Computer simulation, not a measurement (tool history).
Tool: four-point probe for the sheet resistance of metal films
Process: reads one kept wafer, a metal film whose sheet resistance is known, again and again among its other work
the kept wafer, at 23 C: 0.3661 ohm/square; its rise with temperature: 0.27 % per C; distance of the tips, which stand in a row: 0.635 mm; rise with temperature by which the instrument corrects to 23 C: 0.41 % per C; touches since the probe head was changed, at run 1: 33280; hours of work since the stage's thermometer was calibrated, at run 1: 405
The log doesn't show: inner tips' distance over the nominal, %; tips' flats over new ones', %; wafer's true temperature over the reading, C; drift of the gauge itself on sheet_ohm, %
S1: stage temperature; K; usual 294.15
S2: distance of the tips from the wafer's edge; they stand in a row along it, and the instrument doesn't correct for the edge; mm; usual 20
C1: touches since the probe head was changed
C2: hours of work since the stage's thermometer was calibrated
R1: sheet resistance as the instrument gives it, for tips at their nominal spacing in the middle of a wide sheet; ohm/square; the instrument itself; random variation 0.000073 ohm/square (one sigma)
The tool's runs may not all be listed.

{"run": 1, "hour": 0.0, "S1": 294.15, "S2": 20, "C1": 33280, "C2": 405, "R1": 0.36711}
{"run": 2, "hour": 44.3, "S1": 294.15, "S2": 20, "C1": 34771, "C2": 424, "R1": 0.366919}
{"run": 3, "hour": 77.6, "S1": 294.15, "S2": 20, "C1": 35892, "C2": 439, "R1": 0.366984}
{"run": 4, "hour": 106.7, "S1": 294.15, "S2": 20, "C1": 36870, "C2": 452, "R1": 0.36674}
{"run": 5, "hour": 140.6, "S1": 294.15, "S2": 20, "C1": 38013, "C2": 467, "R1": 0.366711}
{"run": 6, "hour": 164.3, "S1": 299.15, "S2": 14, "C1": 38808, "C2": 477, "R1": 0.364578}
{"run": 7, "hour": 210.2, "S1": 298.15, "S2": 6, "C1": 40353, "C2": 497, "R1": 0.366824}
{"run": 8, "hour": 256.4, "S1": 296.15, "S2": 75, "C1": 41909, "C2": 518, "R1": 0.365446}
{"run": 9, "hour": 293.9, "S1": 291.15, "S2": 10, "C1": 43171, "C2": 534, "R1": 0.368836}
{"run": 10, "hour": 325.8, "S1": 299.15, "S2": 25, "C1": 44244, "C2": 548, "R1": 0.364204}

3 ways to go on from here, each from the tool as it stands after run 10. What would each give?
{"run": "A", "hour": 373.1, "S1": 299.15, "S2": 4, "C1": 45833, "C2": 569, "R1": "?"}
{"run": "B", "hour": 373.1, "S1": 295.15, "S2": 9, "C1": 45833, "C2": 569, "R1": "?"}
{"run": "C", "hour": 373.1, "S1": 291.15, "S2": 14, "C1": 45833, "C2": 569, "R1": "?"}

run=A R1=0.368832
run=B R1=0.366846
run=C R1=0.368279
Without the tool's hidden state the same runs would have given:
run=A R1=0.369501
run=B R1=0.367510
run=C R1=0.368945
